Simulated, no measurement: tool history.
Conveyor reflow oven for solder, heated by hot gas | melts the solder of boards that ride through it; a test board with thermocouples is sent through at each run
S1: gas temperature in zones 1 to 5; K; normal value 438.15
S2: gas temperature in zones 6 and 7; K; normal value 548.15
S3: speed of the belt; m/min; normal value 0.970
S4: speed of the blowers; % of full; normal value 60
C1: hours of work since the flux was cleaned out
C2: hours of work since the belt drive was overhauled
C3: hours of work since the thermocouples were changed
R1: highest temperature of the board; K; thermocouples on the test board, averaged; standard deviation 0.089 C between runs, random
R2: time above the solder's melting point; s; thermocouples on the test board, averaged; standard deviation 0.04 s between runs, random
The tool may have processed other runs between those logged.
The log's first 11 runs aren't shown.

run,hour,S1,S2,S3,S4,C1,C2,C3,R1,R2
12,97.9,438.15,553.15,1.016,60,81,265,87,529.24,34.66
# hour 103.9: flux residue cleaned out of gas plates and filters
13,108.5,438.15,553.15,1.016,60,2,268,90,529.05,34.67
14,114.3,438.15,556.15,0.970,60,5,271,93,533.58,38.47
15,124.2,438.15,548.15,0.836,60,10,276,98,531.86,44.71
16,134.0,438.15,548.15,0.836,60,15,281,103,531.84,44.59
# hour 144.3: flux residue cleaned out of gas plates and filters, once more
17,144.3,438.15,548.15,0.836,60,0,284,106,532.25,44.88
18,155.2,438.15,550.15,0.989,60,5,289,111,528.01,35.27
19,163.4,438.15,556.15,1.121,55,10,293,115,525.33,29.19
20,171.6,425.15,548.15,0.970,61,14,297,119,524.77,32.19
21,177.5,425.15,548.15,0.891,61,17,300,122,528.20,37.33
22,183.7,425.15,548.15,0.891,76,20,303,125,532.84,40.09
23,192.5,432.15,546.15,0.970,52,24,308,130,520.85,30.74
24,203.7,432.15,546.15,0.970,52,30,314,136,520.55,30.78
25,210.4,432.15,546.15,0.970,52,33,317,139,520.73,30.78
26,215.9,443.15,546.15,0.886,52,36,320,142,526.38,40.16
27,221.6,443.15,546.15,0.886,52,39,323,145,526.31,40.15
28,230.7,432.15,537.15,1.018,56,43,327,149,512.85,24.61

The next listed run, before its measurement:
29,239.6,432.15,537.15,1.018,56,48,332,154,?,?

{"run 29": {"R1": 512.69, "R2": 24.56}}
Take away the tool's hidden state, keep the run-to-run variation as it was, and the same run would have given R1 513.18 K, R2 24.65 s.
